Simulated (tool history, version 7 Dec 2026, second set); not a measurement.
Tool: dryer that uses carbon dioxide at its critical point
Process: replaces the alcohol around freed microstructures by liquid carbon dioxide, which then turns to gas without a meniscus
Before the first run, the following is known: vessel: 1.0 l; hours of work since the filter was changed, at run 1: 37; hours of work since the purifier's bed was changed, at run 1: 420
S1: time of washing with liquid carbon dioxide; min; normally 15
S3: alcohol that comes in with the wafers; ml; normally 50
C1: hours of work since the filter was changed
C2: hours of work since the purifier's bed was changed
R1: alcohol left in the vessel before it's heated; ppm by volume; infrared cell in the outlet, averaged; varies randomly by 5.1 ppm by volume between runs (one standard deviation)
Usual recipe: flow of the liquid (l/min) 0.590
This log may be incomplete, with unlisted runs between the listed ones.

Run 1, hour 0.0: usual settings; C1 37; C2 420. Result: R1 150 ppm by volume.
Run 2, hour 22.8: usual settings; C1 46; C2 428. Result: R1 152 ppm by volume.
Run 3, hour 46.3: usual settings; C1 54; C2 437. Result: R1 155 ppm by volume.
Run 4, hour 86.0: usual settings; C1 69; C2 451. Result: R1 161 ppm by volume.
Run 5, hour 112.0: usual settings but flow of the liquid (l/min) 0.451; C1 78; C2 461. Result: R1 430 ppm by volume.
Run 6, hour 140.7: usual settings but flow of the liquid (l/min) 0.451; C1 89; C2 471. Result: R1 412 ppm by volume.
Run 7, hour 180.1: usual settings but flow of the liquid (l/min) 0.491; C1 103; C2 486. Result: R1 295 ppm by volume.
Run 8, hour 202.8: usual settings but flow of the liquid (l/min) 0.491; C1 111; C2 494. Result: R1 312 ppm by volume.
Run 9, hour 237.7: usual settings but S1 11 min; C1 124; C2 507. Result: R1 479 ppm by volume.
Run 10, hour 268.9: usual settings but S1 11 min; C1 135; C2 518. Result: R1 480 ppm by volume.
Run 11, hour 311.2: usual settings but flow of the liquid (l/min) 0.952; C1 151; C2 533. Result: R1 122 ppm by volume.
Run 12, hour 355.0: usual settings but flow of the liquid (l/min) 0.952; C1 167; C2 549. Result: R1 130 ppm by volume.
Run 13, hour 378.2: usual settings; C1 175; C2 558. Result: R1 197 ppm by volume.
Run 14, hour 405.3: usual settings; C1 185; C2 568. Result: R1 208 ppm by volume.
Run 15, hour 434.1: usual settings; C1 195; C2 578. Result: R1 210 ppm by volume.
Run 16, hour 480.0: usual settings but S1 16 min; C1 212; C2 595. Result: R1 190 ppm by volume.
Run 17, hour 510.6: usual settings; C1 223; C2 606. Result: R1 213 ppm by volume.
Run 18, hour 551.0: usual settings; C1 238; C2 621. Result: R1 228 ppm by volume.
Run 19, hour 583.3: usual settings; C1 250; C2 632. Result: R1 228 ppm by volume.
Run 20, hour 618.7: usual settings but S3 44 ml; C1 263; C2 645. Result: R1 216 ppm by volume.
Run 21, hour 642.9: usual settings but S3 44 ml; C1 271; C2 654. Result: R1 225 ppm by volume.
Run 22, hour 666.7: usual settings but S1 12 min; C1 280; C2 663. Result: R1 455 ppm by volume.
Run 23, hour 687.6: usual settings; C1 288; C2 670. Result: R1 235 ppm by volume.
Run 24, hour 729.1: usual settings; C1 303; C2 685. Result: R1 251 ppm by volume.
Run 25, hour 756.2: usual settings; C1 313; C2 695. Result: R1 262 ppm by volume.
Run 26, hour 803.5: usual settings but S1 10 min, flow of the liquid (l/min) 0.400, S3 20 ml; C1 330; C2 712. Result: R1 1428 ppm by volume.
Run 27, hour 831.1: usual settings but S1 23 min, flow of the liquid (l/min) 0.400, S3 37 ml; C1 340; C2 722. Result: R1 231 ppm by volume.
Run 28, hour 874.8: usual settings but S1 23 min, flow of the liquid (l/min) 0.400, S3 37 ml; C1 356; C2 738. Result: R1 237 ppm by volume.

What will run 29 give?
Run 29, hour 911.0: usual settings but flow of the liquid (l/min) 0.415, S3 73 ml; C1 369; C2 752. Result: R1 ?.

{"run 29": {"R1": 1188}}
With no hidden state in the tool, this same run would have given R1 599 ppm by volume.
